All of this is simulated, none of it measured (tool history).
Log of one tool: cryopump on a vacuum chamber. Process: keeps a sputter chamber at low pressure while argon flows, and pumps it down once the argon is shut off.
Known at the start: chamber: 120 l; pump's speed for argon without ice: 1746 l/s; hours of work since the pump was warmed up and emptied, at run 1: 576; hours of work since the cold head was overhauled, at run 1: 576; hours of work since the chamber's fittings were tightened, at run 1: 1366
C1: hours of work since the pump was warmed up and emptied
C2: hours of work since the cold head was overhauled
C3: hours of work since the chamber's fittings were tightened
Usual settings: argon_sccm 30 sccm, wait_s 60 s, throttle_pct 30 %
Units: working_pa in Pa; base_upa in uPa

Run 1, day 0: usual settings; C1 576; C2 576; C3 1366. Result: working_pa 0.1036 Pa, base_upa 1.98 uPa.
Run 2, day 1.004: usual settings; C1 591; C2 591; C3 1381. Result: working_pa 0.104 Pa, base_upa 1.99 uPa.
Run 3, day 1.858: usual settings; C1 603; C2 603; C3 1393. Result: working_pa 0.1029 Pa, base_upa 1.96 uPa.
Run 4, day 2.575: usual settings but argon_sccm 34 sccm; C1 613; C2 613; C3 1403. Result: working_pa 0.1173 Pa, base_upa 1.96 uPa.
Run 5, day 3.988: usual settings but wait_s 141 s; C1 634; C2 634; C3 1424. Result: working_pa 0.1046 Pa, base_upa 1.75 uPa.
At day 5.504: pump warmed up, emptied and cooled again.
Run 6, day 5.504: usual settings but wait_s 141 s; C1 0; C2 653; C3 1443. Result: working_pa 0.0963 Pa, base_upa 1.46 uPa.
Run 7, day 6.379: usual settings but wait_s 141 s; C1 13; C2 665; C3 1455. Result: working_pa 0.0969 Pa, base_upa 1.53 uPa.
Run 8, day 7.258: usual settings but wait_s 141 s; C1 25; C2 678; C3 1468. Result: working_pa 0.097 Pa, base_upa 1.52 uPa.

Run 9 comes next. What will it give?
Run 9, day 8.162: usual settings but argon_sccm 25 sccm, wait_s 207 s, throttle_pct 50 %; C1 38; C2 691; C3 1481. Result: working_pa ?, base_upa ?.

working_pa: 0.0491 Pa
base_upa: 1.46 uPa
Without the tool's hidden state the same run would have given working_pa 0.0486 Pa, base_upa 0.31 uPa.

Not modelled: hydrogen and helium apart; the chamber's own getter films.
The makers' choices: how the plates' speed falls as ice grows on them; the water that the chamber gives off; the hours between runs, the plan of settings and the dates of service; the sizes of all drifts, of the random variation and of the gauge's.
